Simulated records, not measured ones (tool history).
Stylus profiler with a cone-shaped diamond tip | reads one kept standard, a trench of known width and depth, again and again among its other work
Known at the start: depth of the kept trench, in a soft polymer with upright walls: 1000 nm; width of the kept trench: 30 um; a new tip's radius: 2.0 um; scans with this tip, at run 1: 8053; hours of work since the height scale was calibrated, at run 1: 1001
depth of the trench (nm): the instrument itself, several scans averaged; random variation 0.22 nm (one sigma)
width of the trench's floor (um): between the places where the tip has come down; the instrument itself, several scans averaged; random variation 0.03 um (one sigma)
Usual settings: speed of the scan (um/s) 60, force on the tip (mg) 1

run    hour  speed of the scan (um/s)  force on the tip (mg)  scans with this tip  hours of work since the height scale was calibrated  depth of the trench (nm)  width of the trench's floor (um)
  1       0                        60                      1                 8053                                                 1001                   1008.99                             25.49
  2    91.2                        60                      1                 8377                                                 1042                   1009.56                             25.47
      103.3  -- height scale calibrated on a step standard
  3   200.9                        60                   1.41                 8766                                                   43                   1008.13                              25.5
  4     289                        60                   1.41                 9079                                                   82                   1007.51                             25.45
  5   383.5                        60                   0.94                 9416                                                  124                   1006.64                             25.35
  6   472.8                        60                      1                 9733                                                  163                   1006.57                             25.43
  7   548.4                        60                      1                10002                                                  197                   1006.52                             25.37
  8   656.2                        40                      1                10386                                                  245                   1007.14                             25.36
  9   746.5                        20                      1                10707                                                  285                   1007.16                             25.53
 10     817                        20                      1                10958                                                  316                   1006.87                             25.51
 11   922.1                        20                      1                11332                                                  362                   1006.85                             25.49
 12  1013.6                        20                      1                11658                                                  403                   1007.45                             25.36
 13  1131.5                        20                      1                12077                                                  455                   1007.37                             25.39
 14  1253.3                        60                   0.54                12511                                                  509                   1005.61                             25.05
 15  1323.9                        60                   0.54                12762                                                  540                   1005.74                             25.03
 16  1388.3                        60                   0.54                12991                                                  569                   1006.08                             25.02
 17  1458.1                        60                      1                13239                                                  599                   1007.88                             25.09
 18  1551.2                        60                   0.54                13570                                                  641                   1006.04                             24.97
 19  1650.3                        60                      1                13923                                                  685                   1008.13                             25.03
 20  1703.6                        60                      1                14113                                                  708                   1007.69                             24.99
 21  1821.5                        60                      1                14532                                                  760                   1008.16                             24.94
 22  1882.1                        60                   1.19                14748                                                  787                   1009.37                             25.01
 23  1992.5                        60                      1                15141                                                  836                   1008.65                             24.92
 24  2082.9                        60                   0.84                15462                                                  876                   1007.98                             24.94
 25    2148                        60                   0.84                15694                                                  905                   1008.21                             24.89
 26  2210.4                        60                   0.84                15916                                                  932                   1008.19                              24.9
 27  2309.5                        35                   0.84                16269                                                  976                   1008.45                                25
 28  2383.5                        35                   0.84                16532                                                 1009                   1008.63                             24.92

Forecast run 29:
     2465.3  -- height scale calibrated on a step standard
 29  2488.9                        18                   1.98                16905                                                   10                         ?                                 ?

depth of the trench (nm): 1009.02
width of the trench's floor (um): 25.04
Without the tool's hidden state the same run would have given depth of the trench (nm) 1009.16, width of the trench's floor (um) 26.49.

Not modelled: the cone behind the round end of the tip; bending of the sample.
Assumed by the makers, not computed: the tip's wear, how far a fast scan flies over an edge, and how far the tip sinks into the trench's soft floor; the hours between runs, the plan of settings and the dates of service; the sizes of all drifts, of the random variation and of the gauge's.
